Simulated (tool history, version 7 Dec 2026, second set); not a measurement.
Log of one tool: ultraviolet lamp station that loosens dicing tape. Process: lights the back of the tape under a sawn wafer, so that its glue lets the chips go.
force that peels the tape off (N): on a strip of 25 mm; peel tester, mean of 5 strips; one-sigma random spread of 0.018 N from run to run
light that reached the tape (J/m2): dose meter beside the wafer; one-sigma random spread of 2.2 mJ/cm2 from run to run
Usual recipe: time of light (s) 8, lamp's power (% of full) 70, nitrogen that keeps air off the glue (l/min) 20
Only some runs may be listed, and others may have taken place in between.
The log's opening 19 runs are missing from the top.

run    hour  time of light (s)  lamp's power (% of full)  nitrogen that keeps air off the glue (l/min)  force that peels the tape off (N)  light that reached the tape (J/m2)
 20   585.5                  8                        70                                            20                              1.539                                1400
 21   623.4                  8                        70                                            20                              1.647                                1380
 22   647.6                  8                        61                                            20                              1.975                                1200
 23   679.4                  8                       100                                            20                              0.887                                1920
 24   712.9                 11                        63                                             9                              1.922                                1650
 25   732.7                 11                        66                                             9                              1.775                                1710
 26   757.1                  9                        70                                            16                              1.641                                1490
 27   782.7                  8                        79                                            16                              1.656                                1460
 28   811.1                 13                        79                                            12                              0.865                                2360
 29   839.0                  5                        97                                            34                              1.732                                1100
 30   870.7                  5                        97                                            34                              1.764                                1110
 31   888.5                  5                        79                                            36                              2.155                                 920
 32   916.7                  5                        79                                            36                              2.339                                 850
 33   937.8                  6                        70                                            20                              2.672                                 930
 34   958.8                  5                        70                                            15                              3.652                                 770
 35   990.0                  9                        70                                            20                              1.586                                1380
     1004.7  -- lamp changed
 36  1026.2                  8                        85                                            34                              0.611                                2060
 37  1054.1                  8                        70                                            22                              1.057                                1710
 38  1088.4                 11                        70                                            27                              0.558                                2250
 39  1108.9                  6                        70                                            20                              1.973                                1240
     1116.2  -- window cleaned of glue's vapour
 40  1142.0                 15                        67                                            26                              0.313                                3300
 41  1176.1                  8                        95                                             7                              1.113                                2530
 42  1213.5                  8                        95                                             7                              1.170                                2440

Here are 3 independent what-if runs from the current tool condition. What would each one return?
  A  1248.2                  9                        95                                             7                                  ?                                   ?
  B  1248.2                  9                        70                                            26                                  ?                                   ?
  C  1248.2                 12                        86                                             6                                  ?                                   ?

run  force that peels the tape off (N)  light that reached the tape (J/m2)
  A                              0.982                                2800
  B                              0.702                                2010
  C                              0.733                                3320
Stripped of hidden state, with their random variation kept, the same runs would have yielded:
run  force that peels the tape off (N)  light that reached the tape (J/m2)
  A                              0.842                                3040
  B                              0.601                                2180
  C                              0.627                                3610
